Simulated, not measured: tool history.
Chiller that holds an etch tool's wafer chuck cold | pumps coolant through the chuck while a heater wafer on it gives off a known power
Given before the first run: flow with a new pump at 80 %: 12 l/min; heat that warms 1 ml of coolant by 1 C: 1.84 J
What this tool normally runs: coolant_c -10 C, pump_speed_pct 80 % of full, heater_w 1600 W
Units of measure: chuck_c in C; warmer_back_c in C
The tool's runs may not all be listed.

run 1 hour=0.0 | coolant_c=-10 pump_speed_pct=80 heater_w=1600 | chuck_c=3.3 warmer_back_c=4.37
run 2 hour=133.0 | coolant_c=-10 pump_speed_pct=80 heater_w=1600 | chuck_c=3.1 warmer_back_c=4.35
run 3 hour=227.7 | coolant_c=-10 pump_speed_pct=79 heater_w=1600 | chuck_c=3.4 warmer_back_c=4.36
run 4 hour=309.9 | coolant_c=-10 pump_speed_pct=79 heater_w=1600 | chuck_c=3.3 warmer_back_c=4.31
run 5 hour=425.0 | coolant_c=-10 pump_speed_pct=80 heater_w=974 | chuck_c=-2.0 warmer_back_c=2.63
run 6 hour=533.6 | coolant_c=-10 pump_speed_pct=80 heater_w=974 | chuck_c=-2.1 warmer_back_c=2.65
run 7 hour=625.2 | coolant_c=-10 pump_speed_pct=80 heater_w=1600 | chuck_c=2.9 warmer_back_c=4.31
run 8 hour=712.6 | coolant_c=-10 pump_speed_pct=80 heater_w=1600 | chuck_c=2.9 warmer_back_c=4.28
run 9 hour=870.3 | coolant_c=-10 pump_speed_pct=66 heater_w=1600 | chuck_c=4.8 warmer_back_c=5.27
run 10 hour=985.2 | coolant_c=-10 pump_speed_pct=81 heater_w=1600 | chuck_c=3.1 warmer_back_c=4.26
run 11 hour=1103.6 | coolant_c=-10 pump_speed_pct=81 heater_w=1600 | chuck_c=3.1 warmer_back_c=4.21
run 12 hour=1235.4 | coolant_c=-10 pump_speed_pct=81 heater_w=1600 | chuck_c=3.0 warmer_back_c=4.26
run 13 hour=1396.5 | coolant_c=-10 pump_speed_pct=81 heater_w=1600 | chuck_c=3.1 warmer_back_c=4.17
run 14 hour=1478.1 | coolant_c=-10 pump_speed_pct=81 heater_w=1600 | chuck_c=3.1 warmer_back_c=4.19
run 15 hour=1634.9 | coolant_c=-10 pump_speed_pct=81 heater_w=1600 | chuck_c=3.1 warmer_back_c=4.14
run 16 hour=1769.2 | coolant_c=-10 pump_speed_pct=81 heater_w=1600 | chuck_c=3.1 warmer_back_c=4.19
run 17 hour=1845.3 | coolant_c=-10 pump_speed_pct=85 heater_w=1123 | chuck_c=-1.0 warmer_back_c=2.78
run 18 hour=1921.8 | coolant_c=0 pump_speed_pct=85 heater_w=1091 | chuck_c=8.6 warmer_back_c=2.70
run 19 hour=2009.2 | coolant_c=-1 pump_speed_pct=77 heater_w=1974 | chuck_c=15.5 warmer_back_c=5.49
run 20 hour=2078.5 | coolant_c=-2 pump_speed_pct=93 heater_w=1549 | chuck_c=9.7 warmer_back_c=3.49
run 21 hour=2215.8 | coolant_c=-10 pump_speed_pct=80 heater_w=2013 | chuck_c=6.6 warmer_back_c=5.34
run 22 hour=2372.5 | coolant_c=-14 pump_speed_pct=74 heater_w=1792 | chuck_c=1.4 warmer_back_c=5.13
run 23 hour=2446.9 | coolant_c=-14 pump_speed_pct=74 heater_w=1792 | chuck_c=1.3 warmer_back_c=5.14
-- hour=2527.5 chiller's thermometer calibrated
run 24 hour=2575.7 | coolant_c=-14 pump_speed_pct=74 heater_w=1792 | chuck_c=1.2 warmer_back_c=5.18
run 25 hour=2735.1 | coolant_c=-14 pump_speed_pct=93 heater_w=1501 | chuck_c=-2.8 warmer_back_c=3.28
-- hour=2786.7 coolant changed, channels flushed
run 26 hour=2831.8 | coolant_c=-9 pump_speed_pct=92 heater_w=1600 | chuck_c=3.3 warmer_back_c=3.55
run 27 hour=2991.7 | coolant_c=-7 pump_speed_pct=80 heater_w=1600 | chuck_c=6.1 warmer_back_c=4.16
run 28 hour=3153.3 | coolant_c=-12 pump_speed_pct=66 heater_w=993 | chuck_c=-2.8 warmer_back_c=3.18
run 29 hour=3239.6 | coolant_c=-12 pump_speed_pct=64 heater_w=854 | chuck_c=-4.1 warmer_back_c=2.76

5 options for the next run, each taken on its own from the tool as it stands now. Forecast them:
run A hour=3320.8 | coolant_c=-17 pump_speed_pct=64 heater_w=854 | chuck_c=? warmer_back_c=?
run B hour=3320.8 | coolant_c=-10 pump_speed_pct=84 heater_w=1919 | chuck_c=? warmer_back_c=?
run C hour=3320.8 | coolant_c=-20 pump_speed_pct=72 heater_w=2321 | chuck_c=? warmer_back_c=?
run D hour=3320.8 | coolant_c=-10 pump_speed_pct=96 heater_w=2149 | chuck_c=? warmer_back_c=?
run E hour=3320.8 | coolant_c=-12 pump_speed_pct=64 heater_w=1787 | chuck_c=? warmer_back_c=?

run=A chuck_c=-8.9 warmer_back_c=2.73
run=B chuck_c=5.2 warmer_back_c=4.81
run=C chuck_c=0.2 warmer_back_c=6.89
run=D chuck_c=5.8 warmer_back_c=4.57
run=E chuck_c=4.7 warmer_back_c=6.03
Had the tool no hidden state, the same runs would have come out as:
run=A chuck_c=-8.9 warmer_back_c=2.91
run=B chuck_c=5.2 warmer_back_c=4.99
run=C chuck_c=0.2 warmer_back_c=7.06
run=D chuck_c=5.8 warmer_back_c=4.75
run=E chuck_c=4.7 warmer_back_c=6.20

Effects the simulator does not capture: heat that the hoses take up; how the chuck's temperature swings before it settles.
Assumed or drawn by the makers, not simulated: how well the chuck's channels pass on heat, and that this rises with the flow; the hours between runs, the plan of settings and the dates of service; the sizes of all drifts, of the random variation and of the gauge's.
